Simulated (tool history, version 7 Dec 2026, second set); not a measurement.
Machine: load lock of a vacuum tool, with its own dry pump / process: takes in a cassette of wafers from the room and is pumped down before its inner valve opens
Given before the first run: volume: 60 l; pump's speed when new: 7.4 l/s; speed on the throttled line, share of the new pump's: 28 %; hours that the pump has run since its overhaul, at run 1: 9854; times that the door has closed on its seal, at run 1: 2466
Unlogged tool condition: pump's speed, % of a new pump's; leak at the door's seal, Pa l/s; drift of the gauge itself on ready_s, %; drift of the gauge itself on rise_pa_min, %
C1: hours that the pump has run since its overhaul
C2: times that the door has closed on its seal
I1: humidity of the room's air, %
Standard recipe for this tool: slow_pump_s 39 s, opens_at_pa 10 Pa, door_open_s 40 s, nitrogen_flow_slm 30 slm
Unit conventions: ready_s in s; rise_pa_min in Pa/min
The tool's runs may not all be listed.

Run 1, hour 0.0: usual settings; C1 9854; C2 2466; I1 43.2. Result: ready_s 104.7 s, rise_pa_min 0.020 Pa/min.
Run 2, hour 58.5: usual settings; C1 9913; C2 2536; I1 43.6. Result: ready_s 103.6 s, rise_pa_min 0.025 Pa/min.
Run 3, hour 169.0: usual settings but opens_at_pa 9 Pa; C1 10023; C2 2666; I1 46.4. Result: ready_s 103.7 s, rise_pa_min 0.026 Pa/min.
Run 4, hour 240.2: usual settings but opens_at_pa 9 Pa; C1 10094; C2 2751; I1 46.2. Result: ready_s 105.2 s, rise_pa_min 0.025 Pa/min.
Run 5, hour 306.3: usual settings but opens_at_pa 9 Pa; C1 10160; C2 2829; I1 47.2. Result: ready_s 104.0 s, rise_pa_min 0.024 Pa/min.
Run 6, hour 391.3: usual settings; C1 10245; C2 2929; I1 46.6. Result: ready_s 104.1 s, rise_pa_min 0.024 Pa/min.
Run 7, hour 493.8: usual settings but slow_pump_s 24 s; C1 10348; C2 3051; I1 46.1. Result: ready_s 92.0 s, rise_pa_min 0.023 Pa/min.
Run 8, hour 609.0: usual settings but slow_pump_s 24 s; C1 10463; C2 3187; I1 47.0. Result: ready_s 92.5 s, rise_pa_min 0.026 Pa/min.
Run 9, hour 701.7: usual settings but slow_pump_s 24 s; C1 10556; C2 3297; I1 44.6. Result: ready_s 93.1 s, rise_pa_min 0.024 Pa/min.
Run 10, hour 788.7: usual settings; C1 10643; C2 3399; I1 45.6. Result: ready_s 104.4 s, rise_pa_min 0.021 Pa/min.
Run 11, hour 847.3: usual settings but opens_at_pa 11 Pa; C1 10701; C2 3469; I1 41.3. Result: ready_s 102.1 s, rise_pa_min 0.019 Pa/min.
Run 12, hour 908.2: usual settings but slow_pump_s 30 s; C1 10762; C2 3541; I1 42.8. Result: ready_s 97.5 s, rise_pa_min 0.025 Pa/min.
Run 13, hour 1011.4: usual settings but slow_pump_s 30 s; C1 10866; C2 3663; I1 43.7. Result: ready_s 97.0 s, rise_pa_min 0.024 Pa/min.
Run 14, hour 1081.8: usual settings but slow_pump_s 30 s, nitrogen_flow_slm 8 slm; C1 10936; C2 3746; I1 45.1. Result: ready_s 97.1 s, rise_pa_min 0.039 Pa/min.
Run 15, hour 1133.2: usual settings but door_open_s 157 s; C1 10987; C2 3807; I1 45.8. Result: ready_s 102.9 s, rise_pa_min 0.058 Pa/min.
Run 16, hour 1235.6: usual settings; C1 11090; C2 3928; I1 47.8. Result: ready_s 104.7 s, rise_pa_min 0.026 Pa/min.
Run 17, hour 1294.8: usual settings; C1 11149; C2 3998; I1 46.4. Result: ready_s 104.4 s, rise_pa_min 0.027 Pa/min.
Run 18, hour 1393.1: usual settings but door_open_s 223 s; C1 11247; C2 4114; I1 46.1. Result: ready_s 103.5 s, rise_pa_min 0.078 Pa/min.
Run 19, hour 1506.6: usual settings but slow_pump_s 22 s, opens_at_pa 13 Pa, door_open_s 153 s, nitrogen_flow_slm 9 slm; C1 11361; C2 4249; I1 44.7. Result: ready_s 88.6 s, rise_pa_min 0.087 Pa/min.
Run 20, hour 1596.7: usual settings but door_open_s 51 s; C1 11451; C2 4355; I1 46.6. Result: ready_s 104.5 s, rise_pa_min 0.032 Pa/min.
Run 21, hour 1695.1: usual settings but door_open_s 221 s; C1 11549; C2 4472; I1 44.3. Result: ready_s 103.6 s, rise_pa_min 0.072 Pa/min.
Run 22, hour 1784.6: usual settings but slow_pump_s 47 s, opens_at_pa 19 Pa; C1 11639; C2 4578; I1 43.2. Result: ready_s 104.6 s, rise_pa_min 0.018 Pa/min.
Run 23, hour 1885.2: usual settings but slow_pump_s 47 s, opens_at_pa 19 Pa; C1 11739; C2 4696; I1 45.2. Result: ready_s 104.3 s, rise_pa_min 0.025 Pa/min.
Run 24, hour 1979.6: usual settings but opens_at_pa 9 Pa; C1 11834; C2 4808; I1 46.5. Result: ready_s 105.1 s, rise_pa_min 0.023 Pa/min.
Run 25, hour 2059.5: usual settings but nitrogen_flow_slm 10 slm; C1 11914; C2 4903; I1 44.8. Result: ready_s 103.8 s, rise_pa_min 0.036 Pa/min.
Run 26, hour 2171.7: usual settings but slow_pump_s 27 s, opens_at_pa 15 Pa, nitrogen_flow_slm 14 slm; C1 12026; C2 5035; I1 45.6. Result: ready_s 91.8 s, rise_pa_min 0.034 Pa/min.
Run 27, hour 2284.7: usual settings but opens_at_pa 15 Pa, door_open_s 130 s; C1 12139; C2 5169; I1 45.3. Result: ready_s 101.4 s, rise_pa_min 0.055 Pa/min.
Run 28, hour 2364.0: usual settings but opens_at_pa 15 Pa, door_open_s 130 s; C1 12218; C2 5263; I1 45.8. Result: ready_s 100.1 s, rise_pa_min 0.054 Pa/min.
Run 29, hour 2438.8: usual settings but slow_pump_s 49 s, opens_at_pa 20 Pa, door_open_s 76 s; C1 12293; C2 5351; I1 45.8. Result: ready_s 104.2 s, rise_pa_min 0.035 Pa/min.
Run 30, hour 2529.6: usual settings but slow_pump_s 44 s, opens_at_pa 8 Pa, door_open_s 125 s, nitrogen_flow_slm 37 slm; C1 12384; C2 5459; I1 46.4. Result: ready_s 109.7 s, rise_pa_min 0.047 Pa/min.
Run 31, hour 2645.9: usual settings but slow_pump_s 44 s, door_open_s 125 s, nitrogen_flow_slm 11 slm; C1 12500; C2 5596; I1 47.2. Result: ready_s 107.2 s, rise_pa_min 0.073 Pa/min.
Run 32, hour 2736.8: usual settings but slow_pump_s 22 s, opens_at_pa 9 Pa, door_open_s 125 s, nitrogen_flow_slm 11 slm; C1 12591; C2 5704; I1 42.2. Result: ready_s 91.3 s, rise_pa_min 0.073 Pa/min.
Run 33, hour 2826.5: usual settings but slow_pump_s 27 s, opens_at_pa 9 Pa, door_open_s 125 s; C1 12681; C2 5810; I1 47.0. Result: ready_s 95.8 s, rise_pa_min 0.052 Pa/min.

Branching from run 33: 5 alternative next runs. What would each branch give?
Run A, hour 2882.7: usual settings but slow_pump_s 27 s, door_open_s 154 s; C1 12737; C2 5877; I1 48.5. Result: ready_s ?, rise_pa_min ?.
Run B, hour 2882.7: usual settings but slow_pump_s 51 s, opens_at_pa 16 Pa, door_open_s 106 s; C1 12737; C2 5877; I1 48.0. Result: ready_s ?, rise_pa_min ?.
Run C, hour 2882.7: usual settings but slow_pump_s 22 s, opens_at_pa 9 Pa, door_open_s 125 s; C1 12737; C2 5877; I1 45.8. Result: ready_s ?, rise_pa_min ?.
Run D, hour 2882.7: usual settings but slow_pump_s 21 s; C1 12737; C2 5877; I1 43.2. Result: ready_s ?, rise_pa_min ?.
Run E, hour 2882.7: usual settings but slow_pump_s 23 s, opens_at_pa 19 Pa, door_open_s 125 s; C1 12737; C2 5877; I1 46.9. Result: ready_s ?, rise_pa_min ?.

run  ready_s  rise_pa_min
  A     95.5        0.055
  B    107.9        0.043
  C     91.6        0.051
  D     90.7        0.021
  E     87.0        0.053
With the hidden condition removed and each run's random variation left untouched, the same runs would have given:
run  ready_s  rise_pa_min
  A     95.5        0.055
  B    107.8        0.043
  C     91.6        0.051
  D     90.7        0.021
  E     86.9        0.053

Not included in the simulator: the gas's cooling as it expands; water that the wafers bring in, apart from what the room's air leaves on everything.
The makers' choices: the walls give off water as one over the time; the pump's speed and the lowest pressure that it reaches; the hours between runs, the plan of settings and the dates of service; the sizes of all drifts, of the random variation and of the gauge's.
